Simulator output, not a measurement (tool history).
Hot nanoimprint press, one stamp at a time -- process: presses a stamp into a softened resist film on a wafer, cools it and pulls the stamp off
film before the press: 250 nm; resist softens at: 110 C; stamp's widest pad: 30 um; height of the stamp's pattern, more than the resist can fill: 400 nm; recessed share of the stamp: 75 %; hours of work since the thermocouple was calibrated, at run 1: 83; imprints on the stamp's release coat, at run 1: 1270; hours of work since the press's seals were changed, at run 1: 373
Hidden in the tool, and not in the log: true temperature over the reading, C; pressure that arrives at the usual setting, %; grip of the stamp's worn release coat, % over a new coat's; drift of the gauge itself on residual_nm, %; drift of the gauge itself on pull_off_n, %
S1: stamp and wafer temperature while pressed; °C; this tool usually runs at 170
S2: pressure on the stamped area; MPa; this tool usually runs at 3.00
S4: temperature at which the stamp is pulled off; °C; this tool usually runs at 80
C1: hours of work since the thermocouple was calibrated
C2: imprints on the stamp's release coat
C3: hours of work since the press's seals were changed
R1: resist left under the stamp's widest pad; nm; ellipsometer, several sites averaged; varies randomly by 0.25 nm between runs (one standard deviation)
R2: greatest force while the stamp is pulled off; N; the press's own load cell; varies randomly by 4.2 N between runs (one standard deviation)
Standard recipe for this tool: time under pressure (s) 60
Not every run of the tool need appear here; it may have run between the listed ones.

run 1 hour=0.0 | S1=170 S2=3.00 time_under_pressure_(s)=60 S4=80 | C1=83 C2=1270 C3=373 | R1=104.1 R2=203
run 2 hour=30.7 | S1=170 S2=3.00 time_under_pressure_(s)=60 S4=80 | C1=104 C2=1395 C3=394 | R1=103.9 R2=210
run 3 hour=52.2 | S1=170 S2=3.00 time_under_pressure_(s)=60 S4=80 | C1=119 C2=1484 C3=409 | R1=104.2 R2=210
run 4 hour=93.3 | S1=170 S2=3.00 time_under_pressure_(s)=60 S4=80 | C1=147 C2=1653 C3=437 | R1=103.6 R2=203
run 5 hour=127.8 | S1=170 S2=3.00 time_under_pressure_(s)=60 S4=80 | C1=171 C2=1794 C3=461 | R1=103.4 R2=204
run 6 hour=168.5 | S1=170 S2=3.00 time_under_pressure_(s)=60 S4=80 | C1=198 C2=1962 C3=489 | R1=102.9 R2=208
run 7 hour=194.5 | S1=170 S2=3.52 time_under_pressure_(s)=60 S4=80 | C1=216 C2=2068 C3=507 | R1=95.3 R2=210
run 8 hour=215.9 | S1=170 S2=3.52 time_under_pressure_(s)=60 S4=80 | C1=231 C2=2156 C3=521 | R1=95.2 R2=213
run 9 hour=251.8 | S1=170 S2=3.52 time_under_pressure_(s)=60 S4=80 | C1=256 C2=2304 C3=546 | R1=94.5 R2=207
-- hour=266.7 stamp cleaned and given a new release coat
-- hour=272.0 plate thermocouple calibrated
run 10 hour=299.5 | S1=170 S2=3.52 time_under_pressure_(s)=60 S4=80 | C1=19 C2=123 C3=573 | R1=94.5 R2=201
run 11 hour=326.8 | S1=170 S2=3.52 time_under_pressure_(s)=60 S4=80 | C1=38 C2=234 C3=591 | R1=94.2 R2=207
run 12 hour=352.0 | S1=170 S2=3.00 time_under_pressure_(s)=60 S4=80 | C1=55 C2=338 C3=609 | R1=102.2 R2=205
run 13 hour=381.7 | S1=170 S2=3.00 time_under_pressure_(s)=60 S4=80 | C1=75 C2=460 C3=629 | R1=102.1 R2=206
run 14 hour=407.0 | S1=168 S2=3.00 time_under_pressure_(s)=60 S4=80 | C1=93 C2=564 C3=646 | R1=111.4 R2=202
run 15 hour=430.1 | S1=170 S2=3.00 time_under_pressure_(s)=43 S4=80 | C1=108 C2=659 C3=662 | R1=115.1 R2=203
-- hour=467.0 press's hydraulic seals changed and the load cell set to zero
run 16 hour=468.6 | S1=176 S2=2.71 time_under_pressure_(s)=34 S4=73 | C1=129 C2=784 C3=1 | R1=104.1 R2=230
run 17 hour=503.9 | S1=176 S2=2.71 time_under_pressure_(s)=34 S4=73 | C1=154 C2=929 C3=25 | R1=103.5 R2=232
run 18 hour=540.7 | S1=176 S2=2.71 time_under_pressure_(s)=34 S4=73 | C1=179 C2=1080 C3=51 | R1=103.1 R2=232
run 19 hour=576.0 | S1=176 S2=2.71 time_under_pressure_(s)=93 S4=73 | C1=203 C2=1225 C3=75 | R1=70.3 R2=231
-- hour=589.8 gauge calibrated
run 20 hour=603.9 | S1=168 S2=2.68 time_under_pressure_(s)=60 S4=80 | C1=222 C2=1340 C3=94 | R1=119.3 R2=210
run 21 hour=639.9 | S1=175 S2=1.87 time_under_pressure_(s)=33 S4=87 | C1=247 C2=1487 C3=119 | R1=132.6 R2=178
-- hour=666.5 plate thermocouple calibrated
run 22 hour=675.3 | S1=182 S2=2.37 time_under_pressure_(s)=84 S4=73 | C1=6 C2=1620 C3=141 | R1=63.9 R2=233
run 23 hour=707.8 | S1=182 S2=2.23 time_under_pressure_(s)=84 S4=73 | C1=28 C2=1754 C3=163 | R1=65.3 R2=237
run 24 hour=729.8 | S1=170 S2=3.00 time_under_pressure_(s)=54 S4=80 | C1=43 C2=1844 C3=178 | R1=107.6 R2=207
run 25 hour=754.9 | S1=170 S2=3.64 time_under_pressure_(s)=56 S4=80 | C1=61 C2=1947 C3=195 | R1=95.7 R2=200
run 26 hour=796.5 | S1=164 S2=3.00 time_under_pressure_(s)=67 S4=74 | C1=89 C2=2118 C3=224 | R1=128.1 R2=235
run 27 hour=828.1 | S1=164 S2=3.00 time_under_pressure_(s)=67 S4=74 | C1=111 C2=2248 C3=246 | R1=127.9 R2=225
-- hour=853.5 stamp cleaned and given a new release coat
run 28 hour=862.9 | S1=164 S2=3.00 time_under_pressure_(s)=67 S4=67 | C1=131 C2=38 C3=265 | R1=127.4 R2=248
run 29 hour=880.9 | S1=158 S2=1.90 time_under_pressure_(s)=60 S4=86 | C1=143 C2=112 C3=278 | R1=192.0 R2=174

Selected run-to-run steps in R1, each split into two signed amounts: the part the tool would show with no hidden state at all (from settings, incoming material and random variation), and the remainder, which goes to the hidden state together with any gauge scatter not common to the measured and the hidden-state-free results:
Run 19 -> 20: S1 176 -> 168, S2 2.71 -> 2.68, time under pressure (s) 93 -> 60, S4 73 -> 80, gauge calibrated. R1 +49.0 nm: hidden state +1.8, all else +47.2.
Run 21 -> 22: S1 175 -> 182, S2 1.87 -> 2.37, time under pressure (s) 33 -> 84, S4 87 -> 73, plate thermocouple calibrated. R1 -68.7 nm: hidden state +0.1, all else -68.8.
Run 28 -> 29: S1 164 -> 158, S2 3.00 -> 1.90, time under pressure (s) 67 -> 60, S4 67 -> 86. R1 +64.6 nm: hidden state -1.1, all else +65.7.

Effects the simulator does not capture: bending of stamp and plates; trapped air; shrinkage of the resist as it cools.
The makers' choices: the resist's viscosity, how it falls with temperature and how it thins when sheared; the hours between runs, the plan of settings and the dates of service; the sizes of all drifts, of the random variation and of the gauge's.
